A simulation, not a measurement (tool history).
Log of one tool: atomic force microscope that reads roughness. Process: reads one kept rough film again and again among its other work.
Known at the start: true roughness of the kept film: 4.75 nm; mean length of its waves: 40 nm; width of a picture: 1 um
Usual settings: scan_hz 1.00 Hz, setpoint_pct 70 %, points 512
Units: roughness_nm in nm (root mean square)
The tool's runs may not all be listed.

Run 1, hour 0.0: usual settings. Result: roughness_nm 4.229 nm (root mean square).
Run 2, hour 14.8: usual settings. Result: roughness_nm 4.216 nm (root mean square).
At hour 17.9: new tip fitted.
Run 3, hour 30.0: usual settings. Result: roughness_nm 4.207 nm (root mean square).
Run 4, hour 53.2: usual settings. Result: roughness_nm 4.257 nm (root mean square).
Run 5, hour 74.8: usual settings but points 413. Result: roughness_nm 4.216 nm (root mean square).
Run 6, hour 93.6: usual settings but points 819. Result: roughness_nm 4.219 nm (root mean square).
Run 7, hour 116.4: usual settings but scan_hz 0.92 Hz. Result: roughness_nm 4.230 nm (root mean square).
Run 8, hour 133.8: usual settings but scan_hz 1.63 Hz, setpoint_pct 90 %, points 436. Result: roughness_nm 3.791 nm (root mean square).
Run 9, hour 150.1: usual settings but scan_hz 2.07 Hz, setpoint_pct 62 %, points 436. Result: roughness_nm 4.181 nm (root mean square).
At hour 157.7: new tip fitted.
Run 10, hour 175.7: usual settings but scan_hz 2.07 Hz, setpoint_pct 62 %, points 436. Result: roughness_nm 4.172 nm (root mean square).
Run 11, hour 191.1: usual settings but scan_hz 2.07 Hz, setpoint_pct 62 %, points 436. Result: roughness_nm 4.210 nm (root mean square).
Run 12, hour 216.9: usual settings but scan_hz 2.07 Hz, points 431. Result: roughness_nm 4.069 nm (root mean square).
Run 13, hour 246.9: usual settings but scan_hz 0.63 Hz, setpoint_pct 78 %, points 667. Result: roughness_nm 4.225 nm (root mean square).
Run 14, hour 270.9: usual settings but scan_hz 2.06 Hz, setpoint_pct 61 %, points 551. Result: roughness_nm 4.189 nm (root mean square).

3 ways to go on from here, each from the tool as it stands after run 14. What would each give?
Run A, hour 288.1: usual settings but scan_hz 2.06 Hz, setpoint_pct 61 %, points 810. Result: roughness_nm ?.
Run B, hour 288.1: usual settings but setpoint_pct 60 %, points 259. Result: roughness_nm ?.
Run C, hour 288.1: usual settings but points 658. Result: roughness_nm ?.

run  roughness_nm
  A         4.229
  B         4.273
  C         4.204
Without the tool's hidden state the same runs would have given:
run  roughness_nm
  A         4.240
  B         4.285
  C         4.216
